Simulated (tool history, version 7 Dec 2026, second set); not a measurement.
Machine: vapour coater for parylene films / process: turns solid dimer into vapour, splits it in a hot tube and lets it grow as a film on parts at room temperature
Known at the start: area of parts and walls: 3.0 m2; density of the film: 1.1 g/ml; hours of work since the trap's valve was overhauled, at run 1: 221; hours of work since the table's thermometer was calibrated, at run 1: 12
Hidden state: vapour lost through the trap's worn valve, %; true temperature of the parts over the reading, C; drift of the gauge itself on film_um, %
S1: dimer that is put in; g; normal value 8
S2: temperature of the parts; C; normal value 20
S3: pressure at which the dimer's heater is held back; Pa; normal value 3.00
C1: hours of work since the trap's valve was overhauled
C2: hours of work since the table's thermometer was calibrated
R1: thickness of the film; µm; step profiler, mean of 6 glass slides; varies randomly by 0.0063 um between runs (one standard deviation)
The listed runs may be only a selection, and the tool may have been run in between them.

Run 1, hour 0.0: usual settings; C1 221; C2 12. Result: R1 1.387 µm.
Run 2, hour 19.4: usual settings but S2 13 C; C1 232; C2 23. Result: R1 1.939 µm.
Run 3, hour 36.8: usual settings but S2 13 C; C1 241; C2 33. Result: R1 1.944 µm.
Run 4, hour 52.3: usual settings; C1 250; C2 41. Result: R1 1.392 µm.
Run 5, hour 63.5: usual settings but S3 3.52 Pa; C1 256; C2 48. Result: R1 1.332 µm.
Run 6, hour 79.6: usual settings but S3 3.52 Pa; C1 265; C2 56. Result: R1 1.328 µm.
Run 7, hour 90.5: usual settings but S3 3.52 Pa; C1 271; C2 63. Result: R1 1.314 µm.
Run 8, hour 101.2: usual settings but S3 3.52 Pa; C1 277; C2 68. Result: R1 1.328 µm.
Run 9, hour 115.3: usual settings; C1 285; C2 76. Result: R1 1.370 µm.
Run 10, hour 133.2: usual settings; C1 295; C2 86. Result: R1 1.367 µm.
Run 11, hour 142.1: usual settings; C1 299; C2 91. Result: R1 1.361 µm.
Run 12, hour 155.1: usual settings; C1 307; C2 98. Result: R1 1.362 µm.
Run 13, hour 174.6: usual settings; C1 317; C2 109. Result: R1 1.352 µm.
Run 14, hour 184.0: usual settings; C1 323; C2 114. Result: R1 1.358 µm.
Run 15, hour 195.6: usual settings but S2 29 C; C1 329; C2 121. Result: R1 0.865 µm.
Run 16, hour 213.9: usual settings; C1 339; C2 131. Result: R1 1.346 µm.
Run 17, hour 230.1: usual settings; C1 348; C2 140. Result: R1 1.352 µm.
Run 18, hour 250.8: usual settings; C1 360; C2 151. Result: R1 1.337 µm.
Run 19, hour 267.9: usual settings but S2 25 C; C1 369; C2 161. Result: R1 1.047 µm.
Run 20, hour 280.9: usual settings but S2 25 C; C1 376; C2 168. Result: R1 1.049 µm.
Run 21, hour 296.9: usual settings but S2 25 C; C1 385; C2 177. Result: R1 1.043 µm.
Run 22, hour 317.1: usual settings but S2 25 C; C1 396; C2 188. Result: R1 1.050 µm.
Run 23, hour 326.9: usual settings but S2 23 C; C1 402; C2 193. Result: R1 1.144 µm.
Run 24, hour 343.5: usual settings but S2 23 C; C1 411; C2 202. Result: R1 1.137 µm.
Run 25, hour 354.6: usual settings but S1 4 g, S2 23 C; C1 417; C2 208. Result: R1 0.580 µm.
Run 26, hour 371.9: usual settings but S1 4 g, S2 23 C; C1 426; C2 218. Result: R1 0.570 µm.
Run 27, hour 386.8: usual settings but S1 9 g, S2 23 C; C1 435; C2 226. Result: R1 1.276 µm.
Run 28, hour 406.3: usual settings but S1 13 g, S2 19 C, S3 3.38 Pa; C1 445; C2 237. Result: R1 2.202 µm.
Run 29, hour 420.5: usual settings but S1 11 g, S2 13 C, S3 8.45 Pa; C1 453; C2 245. Result: R1 2.083 µm.
Run 30, hour 439.1: usual settings but S1 10 g; C1 464; C2 255. Result: R1 1.645 µm.
Run 31, hour 454.8: usual settings but S1 4 g, S2 31 C; C1 472; C2 264. Result: R1 0.386 µm.
Run 32, hour 467.0: usual settings but S1 4 g, S2 31 C; C1 479; C2 271. Result: R1 0.390 µm.
Run 33, hour 475.5: usual settings but S1 9 g, S3 2.71 Pa; C1 484; C2 275. Result: R1 1.496 µm.
Run 34, hour 486.7: usual settings but S1 12 g, S2 16 C, S3 11.42 Pa; C1 490; C2 282. Result: R1 1.827 µm.
Run 35, hour 497.0: usual settings but S1 6 g, S2 16 C, S3 6.20 Pa; C1 496; C2 287. Result: R1 1.028 µm.
Run 36, hour 507.9: usual settings but S1 7 g, S2 29 C; C1 502; C2 293. Result: R1 0.736 µm.
Run 37, hour 517.1: usual settings but S1 13 g, S2 18 C, S3 2.44 Pa; C1 507; C2 298. Result: R1 2.422 µm.
Run 38, hour 534.8: usual settings but S1 10 g, S2 12 C, S3 7.12 Pa; C1 517; C2 308. Result: R1 2.019 µm.
At hour 550.0: trap's valve overhauled.
Run 39, hour 559.2: usual settings but S1 10 g, S2 12 C, S3 6.37 Pa; C1 5; C2 319. Result: R1 2.382 µm.
Run 40, hour 573.5: usual settings but S1 10 g, S2 12 C, S3 6.37 Pa; C1 13; C2 327. Result: R1 2.372 µm.
Run 41, hour 583.8: usual settings but S1 10 g, S2 22 C, S3 5.31 Pa; C1 19; C2 333. Result: R1 1.499 µm.
Run 42, hour 599.7: usual settings but S1 10 g, S2 22 C, S3 5.31 Pa; C1 27; C2 342. Result: R1 1.498 µm.
Run 43, hour 617.7: usual settings but S1 10 g, S2 22 C, S3 5.31 Pa; C1 37; C2 352. Result: R1 1.506 µm.
Run 44, hour 636.4: usual settings but S1 9 g, S2 22 C, S3 5.31 Pa; C1 48; C2 362. Result: R1 1.336 µm.
Run 45, hour 655.1: usual settings but S1 4 g, S2 16 C, S3 4.11 Pa; C1 58; C2 372. Result: R1 0.847 µm.
Run 46, hour 663.6: usual settings but S2 12 C, S3 2.48 Pa; C1 63; C2 377. Result: R1 2.266 µm.
Run 47, hour 680.4: usual settings but S1 4 g, S3 2.20 Pa; C1 72; C2 386. Result: R1 0.786 µm.

Forecast each of these 3 alternatives for the next run:
Run A, hour 700.7: usual settings but S1 6 g, S3 10.77 Pa; C1 83; C2 398. Result: R1 ?.
Run B, hour 700.7: usual settings but S1 4 g, S2 28 C, S3 8.99 Pa; C1 83; C2 398. Result: R1 ?.
Run C, hour 700.7: usual settings but S1 4 g, S2 18 C, S3 2.29 Pa; C1 83; C2 398. Result: R1 ?.

run     R1
  A  0.855
  B  0.407
  C  0.853
The same runs, with their run-to-run variation unchanged, on a tool lacking any hidden condition would have given:
run     R1
  A  0.850
  B  0.405
  C  0.848
